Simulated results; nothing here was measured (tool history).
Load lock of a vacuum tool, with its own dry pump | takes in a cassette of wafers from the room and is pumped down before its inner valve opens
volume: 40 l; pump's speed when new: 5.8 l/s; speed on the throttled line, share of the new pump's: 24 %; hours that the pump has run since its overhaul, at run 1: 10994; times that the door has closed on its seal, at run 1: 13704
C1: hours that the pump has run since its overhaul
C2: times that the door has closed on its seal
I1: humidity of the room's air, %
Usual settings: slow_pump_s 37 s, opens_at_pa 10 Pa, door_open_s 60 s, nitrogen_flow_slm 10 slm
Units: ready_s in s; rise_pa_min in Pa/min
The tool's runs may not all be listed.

run 1 hour=0 | slow_pump_s=37 opens_at_pa=10 door_open_s=60 nitrogen_flow_slm=10 | C1=10994 C2=13704 | I1=43.2 | ready_s=97.8 rise_pa_min=0.142
run 2 hour=282.4 | slow_pump_s=37 opens_at_pa=10 door_open_s=60 nitrogen_flow_slm=10 | C1=11276 C2=14558 | I1=42.5 | ready_s=97 rise_pa_min=0.15
run 3 hour=558.9 | slow_pump_s=37 opens_at_pa=10 door_open_s=60 nitrogen_flow_slm=10 | C1=11553 C2=15394 | I1=43.7 | ready_s=96.3 rise_pa_min=0.158
run 4 hour=840.2 | slow_pump_s=37 opens_at_pa=10 door_open_s=60 nitrogen_flow_slm=10 | C1=11834 C2=16245 | I1=43.5 | ready_s=96.6 rise_pa_min=0.162
run 5 hour=979.5 | slow_pump_s=37 opens_at_pa=10 door_open_s=60 nitrogen_flow_slm=10 | C1=11973 C2=16666 | I1=46 | ready_s=96.3 rise_pa_min=0.171
run 6 hour=1239.3 | slow_pump_s=37 opens_at_pa=10 door_open_s=60 nitrogen_flow_slm=10 | C1=12233 C2=17452 | I1=49.4 | ready_s=96.6 rise_pa_min=0.183
run 7 hour=1438 | slow_pump_s=37 opens_at_pa=10 door_open_s=60 nitrogen_flow_slm=10 | C1=12432 C2=18053 | I1=43.7 | ready_s=96.8 rise_pa_min=0.178
run 8 hour=1598 | slow_pump_s=37 opens_at_pa=15 door_open_s=60 nitrogen_flow_slm=10 | C1=12592 C2=18537 | I1=42.4 | ready_s=94.1 rise_pa_min=0.183
run 9 hour=1786.5 | slow_pump_s=37 opens_at_pa=10 door_open_s=60 nitrogen_flow_slm=10 | C1=12780 C2=19107 | I1=46.7 | ready_s=97.3 rise_pa_min=0.191
run 10 hour=2022.5 | slow_pump_s=37 opens_at_pa=10 door_open_s=60 nitrogen_flow_slm=10 | C1=13016 C2=19820 | I1=45.2 | ready_s=98.3 rise_pa_min=0.196
run 11 hour=2292.6 | slow_pump_s=37 opens_at_pa=10 door_open_s=60 nitrogen_flow_slm=42 | C1=13286 C2=20637 | I1=44.1 | ready_s=96.8 rise_pa_min=0.175
run 12 hour=2550.4 | slow_pump_s=37 opens_at_pa=9 door_open_s=60 nitrogen_flow_slm=10 | C1=13544 C2=21417 | I1=45.3 | ready_s=98.7 rise_pa_min=0.206
run 13 hour=2844.2 | slow_pump_s=37 opens_at_pa=10 door_open_s=41 nitrogen_flow_slm=10 | C1=13838 C2=22305 | I1=46.3 | ready_s=98 rise_pa_min=0.21
run 14 hour=2977.5 | slow_pump_s=37 opens_at_pa=10 door_open_s=41 nitrogen_flow_slm=10 | C1=13971 C2=22708 | I1=45.9 | ready_s=97.2 rise_pa_min=0.214
run 15 hour=3143.9 | slow_pump_s=37 opens_at_pa=10 door_open_s=60 nitrogen_flow_slm=10 | C1=14138 C2=23212 | I1=45.4 | ready_s=98.5 rise_pa_min=0.224
run 16 hour=3413.8 | slow_pump_s=27 opens_at_pa=10 door_open_s=60 nitrogen_flow_slm=10 | C1=14408 C2=24028 | I1=41.4 | ready_s=90.5 rise_pa_min=0.231
run 17 hour=3655.1 | slow_pump_s=37 opens_at_pa=10 door_open_s=60 nitrogen_flow_slm=19 | C1=14649 C2=24758 | I1=44.4 | ready_s=99 rise_pa_min=0.226
run 18 hour=3927.7 | slow_pump_s=37 opens_at_pa=10 door_open_s=60 nitrogen_flow_slm=19 | C1=14921 C2=25582 | I1=45.8 | ready_s=97.7 rise_pa_min=0.234
run 19 hour=4092.2 | slow_pump_s=27 opens_at_pa=15 door_open_s=60 nitrogen_flow_slm=10 | C1=15086 C2=26079 | I1=39.6 | ready_s=87.4 rise_pa_min=0.243
run 20 hour=4282.2 | slow_pump_s=27 opens_at_pa=14 door_open_s=60 nitrogen_flow_slm=5 | C1=15276 C2=26654 | I1=43.9 | ready_s=88.8 rise_pa_min=0.269
run 21 hour=4575 | slow_pump_s=27 opens_at_pa=14 door_open_s=60 nitrogen_flow_slm=5 | C1=15569 C2=27539 | I1=44.1 | ready_s=88.9 rise_pa_min=0.272
run 22 hour=4871.1 | slow_pump_s=27 opens_at_pa=14 door_open_s=60 nitrogen_flow_slm=9 | C1=15865 C2=28435 | I1=43 | ready_s=89.6 rise_pa_min=0.28
run 23 hour=5130.6 | slow_pump_s=44 opens_at_pa=8 door_open_s=37 nitrogen_flow_slm=39 | C1=16124 C2=29220 | I1=44.1 | ready_s=105.9 rise_pa_min=0.248
run 24 hour=5403.5 | slow_pump_s=35 opens_at_pa=14 door_open_s=125 nitrogen_flow_slm=6 | C1=16397 C2=30045 | I1=47.8 | ready_s=95 rise_pa_min=0.34
run 25 hour=5660.1 | slow_pump_s=23 opens_at_pa=10 door_open_s=60 nitrogen_flow_slm=10 | C1=16654 C2=30821 | I1=42.8 | ready_s=89.9 rise_pa_min=0.3
run 26 hour=5827.1 | slow_pump_s=23 opens_at_pa=10 door_open_s=60 nitrogen_flow_slm=10 | C1=16821 C2=31326 | I1=42.8 | ready_s=89.8 rise_pa_min=0.311
run 27 hour=5963.2 | slow_pump_s=23 opens_at_pa=10 door_open_s=60 nitrogen_flow_slm=17 | C1=16957 C2=31738 | I1=47.3 | ready_s=89.6 rise_pa_min=0.312
run 28 hour=6131 | slow_pump_s=23 opens_at_pa=10 door_open_s=60 nitrogen_flow_slm=17 | C1=17125 C2=32245 | I1=44.3 | ready_s=89.5 rise_pa_min=0.311
run 29 hour=6256 | slow_pump_s=23 opens_at_pa=10 door_open_s=60 nitrogen_flow_slm=17 | C1=17250 C2=32623 | I1=45.9 | ready_s=89.5 rise_pa_min=0.318
run 30 hour=6523.4 | slow_pump_s=29 opens_at_pa=10 door_open_s=54 nitrogen_flow_slm=18 | C1=17517 C2=33432 | I1=45.5 | ready_s=95.4 rise_pa_min=0.331
run 31 hour=6733.7 | slow_pump_s=19 opens_at_pa=10 door_open_s=174 nitrogen_flow_slm=10 | C1=17727 C2=34068 | I1=47 | ready_s=88.6 rise_pa_min=0.395

Hidden state or all else? Some run-to-run changes of ready_s, split into what the settings, what came in and random variation would give without the hidden state, and what is left for the hidden state (with any gauge scatter that isn't in both results):
The hidden state here: pump's speed, % of a new pump's; leak at the door's seal, Pa l/s; drift of the gauge itself on ready_s, %; drift of the gauge itself on rise_pa_min, %.
Run 8 -> 9: opens_at_pa 15 -> 10. ready_s +3.2 s: hidden state +0.5, all else +2.7.
Run 18 -> 19: slow_pump_s 37 -> 27, opens_at_pa 10 -> 15, nitrogen_flow_slm 19 -> 10. ready_s -10.3 s: hidden state -0.1, all else -10.2.
Run 22 -> 23: slow_pump_s 27 -> 44, opens_at_pa 14 -> 8, door_open_s 60 -> 37, nitrogen_flow_slm 9 -> 39. ready_s +16.3 s: hidden state +0, all else +16.3.
Run 23 -> 24: slow_pump_s 44 -> 35, opens_at_pa 8 -> 14, door_open_s 37 -> 125, nitrogen_flow_slm 39 -> 6. ready_s -10.9 s: hidden state +0, all else -10.9.
Run 24 -> 25: slow_pump_s 35 -> 23, opens_at_pa 14 -> 10, door_open_s 125 -> 60, nitrogen_flow_slm 6 -> 10. ready_s -5.1 s: hidden state +0.9, all else -6.
Run 30 -> 31: slow_pump_s 29 -> 19, door_open_s 54 -> 174, nitrogen_flow_slm 18 -> 10. ready_s -6.8 s: hidden state +0.5, all else -7.3.
